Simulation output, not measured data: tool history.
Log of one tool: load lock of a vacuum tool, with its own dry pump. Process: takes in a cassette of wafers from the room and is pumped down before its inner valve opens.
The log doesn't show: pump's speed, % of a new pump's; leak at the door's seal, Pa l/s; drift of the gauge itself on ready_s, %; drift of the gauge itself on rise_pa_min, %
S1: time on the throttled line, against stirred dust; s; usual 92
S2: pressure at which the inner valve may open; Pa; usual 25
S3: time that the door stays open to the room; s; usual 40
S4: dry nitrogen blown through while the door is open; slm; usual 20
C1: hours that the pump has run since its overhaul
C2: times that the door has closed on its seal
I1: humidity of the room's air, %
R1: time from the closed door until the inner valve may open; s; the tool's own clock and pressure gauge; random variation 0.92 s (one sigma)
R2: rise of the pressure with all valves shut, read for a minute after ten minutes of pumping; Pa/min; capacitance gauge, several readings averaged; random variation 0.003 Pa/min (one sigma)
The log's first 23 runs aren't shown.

Run 24, day 109.804: usual settings but S1 54 s; C1 6931; C2 8439; I1 45.1. Result: R1 116.4 s, R2 0.067 Pa/min.
Run 25, day 114.262: usual settings but S1 54 s; C1 7038; C2 8646; I1 46.6. Result: R1 117.4 s, R2 0.067 Pa/min.
Run 26, day 120.212: usual settings but S1 124 s, S2 36 Pa, S4 5 slm; C1 7181; C2 8923; I1 44.1. Result: R1 172.5 s, R2 0.085 Pa/min.
Run 27, day 122.871: usual settings but S1 51 s, S2 29 Pa, S3 76 s, S4 6 slm; C1 7245; C2 9047; I1 46.1. Result: R1 114.2 s, R2 0.1 Pa/min.
Run 28, day 128.125: usual settings but S1 64 s, S2 28 Pa, S3 76 s, S4 4 slm; C1 7371; C2 9291; I1 47. Result: R1 125.5 s, R2 0.102 Pa/min.
Run 29, day 134.575: usual settings but S3 67 s, S4 36 slm; C1 7526; C2 9591; I1 42.7. Result: R1 149.1 s, R2 0.071 Pa/min.
Run 30, day 139.554: usual settings but S3 67 s, S4 36 slm; C1 7645; C2 9822; I1 46.1. Result: R1 148.7 s, R2 0.084 Pa/min.
Run 31, day 144.142: usual settings but S2 19 Pa, S3 67 s, S4 36 slm; C1 7755; C2 10036; I1 42.4. Result: R1 149.5 s, R2 0.083 Pa/min.
Run 32, day 149.233: usual settings but S4 9 slm; C1 7878; C2 10272; I1 46.1. Result: R1 148.6 s, R2 0.088 Pa/min.
Run 33, day 153.404: usual settings but S1 184 s, S3 179 s, S4 9 slm; C1 7978; C2 10466; I1 45.3. Result: R1 223.9 s, R2 0.149 Pa/min.
Run 34, day 158.729: usual settings but S1 135 s, S2 21 Pa, S3 76 s, S4 35 slm; C1 8106; C2 10714; I1 44.3. Result: R1 188.3 s, R2 0.094 Pa/min.
Run 35, day 163.45: usual settings but S1 135 s, S2 26 Pa, S3 76 s, S4 16 slm; C1 8219; C2 10933; I1 44.2. Result: R1 183.2 s, R2 0.101 Pa/min.
Run 36, day 166.575: usual settings but S1 62 s, S2 26 Pa, S3 39 s, S4 8 slm; C1 8294; C2 11079; I1 43.4. Result: R1 124.9 s, R2 0.091 Pa/min.
Run 37, day 170.125: usual settings but S1 71 s, S2 37 Pa, S3 39 s, S4 8 slm; C1 8379; C2 11244; I1 44.1. Result: R1 130.3 s, R2 0.097 Pa/min.

4 ways to go on from here, each from the tool as it stands after run 37. What would each give?
Run A, day 174.196: usual settings but S1 52 s, S2 41 Pa, S3 56 s; C1 8477; C2 11433; I1 45.2. Result: R1 ?, R2 ?.
Run B, day 174.196: usual settings but S1 71 s, S2 37 Pa, S3 63 s, S4 8 slm; C1 8477; C2 11433; I1 49.7. Result: R1 ?, R2 ?.
Run C, day 174.196: usual settings but S1 65 s, S2 37 Pa, S3 103 s, S4 8 slm; C1 8477; C2 11433; I1 45.6. Result: R1 ?, R2 ?.
Run D, day 174.196: usual settings but S1 60 s, S2 27 Pa, S4 11 slm; C1 8477; C2 11433; I1 44.6. Result: R1 ?, R2 ?.

run     R1     R2
  A  114.1  0.105
  B    130  0.119
  C    125  0.132
  D  123.1  0.095
Without the tool's hidden state the same runs would have given:
run     R1     R2
  A  108.1  0.039
  B  124.4  0.054
  C  119.4  0.067
  D  117.1   0.03

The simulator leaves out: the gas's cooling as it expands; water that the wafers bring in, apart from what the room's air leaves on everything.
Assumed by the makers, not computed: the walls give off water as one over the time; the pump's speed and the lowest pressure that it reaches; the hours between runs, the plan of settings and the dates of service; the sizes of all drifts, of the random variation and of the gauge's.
